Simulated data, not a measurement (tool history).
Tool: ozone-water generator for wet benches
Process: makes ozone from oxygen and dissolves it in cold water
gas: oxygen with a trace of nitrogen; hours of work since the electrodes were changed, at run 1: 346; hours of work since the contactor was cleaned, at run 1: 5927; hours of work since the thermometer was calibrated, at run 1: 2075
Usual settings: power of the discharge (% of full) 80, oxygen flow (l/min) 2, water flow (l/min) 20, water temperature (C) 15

run	hour	power of the discharge (% of full)	oxygen flow (l/min)	water flow (l/min)	water temperature (C)	hours of work since the electrodes were changed	hours of work since the contactor was cleaned	hours of work since the thermometer was calibrated	dissolved ozone (ppm)	ozone in the gas ahead of the water (g/m3)
1	0	80	2	20	15	346	5927	2075	10.3	224.4
2	62.3	66	2	20	15	384	5966	2114	8.8	191
3	107.9	80	1.19	20	15	413	5994	2142	8.2	269.3
4	147.3	80	1.19	20	15	437	6019	2167	7.9	270.3
5	189.4	80	2	31	15	464	6045	2193	6.6	224.7
6	255.6	80	2	31	15	505	6086	2234	6.5	222.2
7	316.8	80	2	20	15	543	6124	2272	10.4	225.4
8	400.5	80	2	20	15	595	6176	2325	10.2	225.4
9	489	80	2	20	12	650	6232	2380	10.7	222.3
10	571.9	80	2	20	19	702	6283	2432	10.2	221.5
11	644.9	80	2	20	19	748	6329	2477	9.9	222.1
12	701.3	80	2	20	19	783	6364	2512	10.2	224.8
13	765.9	80	2	20	9	823	6404	2552	10.9	223.2
14	830.2	80	2	28	9	863	6444	2593	7.4	221.9
15	880.7	80	2	20	15	895	6476	2624	10.2	221.8
16	949.5	80	1.19	23	14	938	6519	2667	7.1	269.2
17	1008.6	80	1.19	23	14	974	6556	2704	7	268.9
18	1073.1	62	1.74	17	13	1015	6596	2744	9.2	187.6
19	1159.9	62	1.74	17	13	1069	6650	2798	9.3	186.4
20	1239.6	62	1.74	17	13	1118	6700	2848	9.5	187.2
21	1281.9	67	3.42	17	12	1145	6726	2874	12.9	156
22	1326.4	67	2.69	17	20	1173	6754	2902	10.9	170.9
23	1365.2	67	2.69	17	20	1197	6778	2926	11.1	169.5
24	1406	67	2.69	17	20	1222	6803	2952	11	172.1

The next listed run, before its measurement:
25	1483.5	80	2	25	15	1270	6852	3000	?	?

Run 25 gave dissolved ozone (ppm) 8, ozone in the gas ahead of the water (g/m3) 221.5.
Without the tool's hidden state the same run would have given dissolved ozone (ppm) 8, ozone in the gas ahead of the water (g/m3) 225.6.

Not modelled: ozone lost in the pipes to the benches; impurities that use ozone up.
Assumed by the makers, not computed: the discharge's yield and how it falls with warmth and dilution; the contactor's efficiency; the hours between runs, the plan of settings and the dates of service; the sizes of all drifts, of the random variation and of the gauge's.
